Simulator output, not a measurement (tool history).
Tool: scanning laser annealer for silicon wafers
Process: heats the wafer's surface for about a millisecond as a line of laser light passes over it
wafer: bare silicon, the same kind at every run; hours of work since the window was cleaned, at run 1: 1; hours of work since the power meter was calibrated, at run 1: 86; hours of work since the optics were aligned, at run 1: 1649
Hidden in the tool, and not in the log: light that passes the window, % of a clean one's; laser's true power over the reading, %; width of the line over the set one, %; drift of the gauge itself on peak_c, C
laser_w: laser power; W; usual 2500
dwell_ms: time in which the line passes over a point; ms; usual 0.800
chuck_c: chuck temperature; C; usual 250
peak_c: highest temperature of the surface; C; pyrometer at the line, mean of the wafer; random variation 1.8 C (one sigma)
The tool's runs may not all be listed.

| run | hour | laser_w | dwell_ms | chuck_c | hours of work since the window was cleaned | hours of work since the power meter was calibrated | hours of work since the optics were aligned | peak_c |
|---|---|---|---|---|---|---|---|---|
| 1 | 0.0 | 2500 | 0.800 | 250 | 1 | 86 | 1649 | 945 |
| 2 | 6.3 | 2707 | 0.800 | 250 | 5 | 90 | 1653 | 1021 |
| 3 | 14.9 | 2707 | 0.800 | 250 | 10 | 95 | 1658 | 1020 |
| 4 | 22.3 | 2707 | 0.800 | 250 | 15 | 100 | 1663 | 1021 |
| 5 | 28.6 | 2500 | 0.870 | 250 | 19 | 104 | 1667 | 974 |
| 6 | 39.1 | 2500 | 0.870 | 250 | 26 | 111 | 1674 | 977 |
| 7 | 50.1 | 2500 | 0.863 | 257 | 33 | 118 | 1681 | 977 |
| 8 | 55.4 | 2500 | 0.863 | 257 | 37 | 122 | 1685 | 976 |
| 9 | 64.1 | 2443 | 0.615 | 278 | 43 | 128 | 1691 | 849 |
| 10 | 72.2 | 2150 | 0.615 | 278 | 48 | 133 | 1696 | 758 |
| 11 | 79.7 | 2150 | 0.615 | 278 | 53 | 138 | 1701 | 762 |

Forecast each of these 4 alternatives for the next run:
| A | 88.2 | 2150 | 0.844 | 273 | 58 | 143 | 1706 | ? |
| B | 88.2 | 2150 | 0.742 | 278 | 58 | 143 | 1706 | ? |
| C | 88.2 | 2150 | 0.615 | 266 | 58 | 143 | 1706 | ? |
| D | 88.2 | 2229 | 0.958 | 278 | 58 | 143 | 1706 | ? |

| run | peak_c |
|---|---|
| A | 850 |
| B | 817 |
| C | 746 |
| D | 934 |
Without the tool's hidden state the same runs would have given:
| run | peak_c |
|---|---|
| A | 868 |
| B | 833 |
| C | 760 |
| D | 954 |

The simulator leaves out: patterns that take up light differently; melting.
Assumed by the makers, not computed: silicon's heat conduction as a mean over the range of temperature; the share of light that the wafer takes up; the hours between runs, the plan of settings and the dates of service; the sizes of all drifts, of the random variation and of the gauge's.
